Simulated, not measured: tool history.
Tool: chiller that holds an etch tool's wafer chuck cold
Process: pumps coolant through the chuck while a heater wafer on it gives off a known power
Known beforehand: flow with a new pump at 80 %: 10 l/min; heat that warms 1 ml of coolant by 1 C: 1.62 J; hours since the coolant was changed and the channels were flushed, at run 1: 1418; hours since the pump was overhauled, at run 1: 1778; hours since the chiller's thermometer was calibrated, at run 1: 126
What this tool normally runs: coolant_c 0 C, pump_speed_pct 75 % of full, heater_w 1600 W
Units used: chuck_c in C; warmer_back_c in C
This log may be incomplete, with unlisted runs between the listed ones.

run,day,coolant_c,pump_speed_pct,heater_w,hours since the coolant was changed and the channels were flushed,hours since the pump was overhauled,hours since the chiller's thermometer was calibrated,chuck_c,warmer_back_c
1,0.000,0,75,1600,1418,1778,126,19.7,6.62
2,1.971,0,75,1600,1465,1825,173,19.8,6.69
3,3.708,0,75,1600,1507,1867,215,19.7,6.60
4,5.838,0,91,1600,1558,1918,266,17.1,5.36
5,7.046,0,91,1600,1587,1947,295,16.9,5.34
6,9.158,0,75,1600,1638,1998,346,19.8,6.64
# day 9.538: coolant pump overhauled
7,11.250,-5,75,1224,1683,41,391,10.2,5.16
8,13.325,-5,75,1224,1732,91,441,10.4,5.16
9,14.546,4,63,1764,1762,120,470,29.4,9.03
10,15.733,4,77,1429,1790,149,499,21.5,5.87
11,17.658,-4,83,1429,1837,195,545,12.6,5.33

Table of differences, measured result less the result of that run with no hidden state. Run-to-run variation is the same in both. Gauge scatter possibly is not:
Hidden state at play: heat passed by the chuck's channels, % of clean ones'; flow at a given pump speed, % of a new pump's; coolant's true temperature over the reading, C; drift of the gauge itself on chuck_c, C; drift of the gauge itself on warmer_back_c, C.
run,chuck_c,warmer_back_c
1,+0.7,+0.22
2,+0.7,+0.23
3,+0.7,+0.24
4,+0.6,+0.20
5,+0.6,+0.20
6,+0.8,+0.26
7,+0.7,+0.26
8,+0.7,+0.26
9,+1.2,+0.47
10,+0.9,+0.31
11,+0.8,+0.29
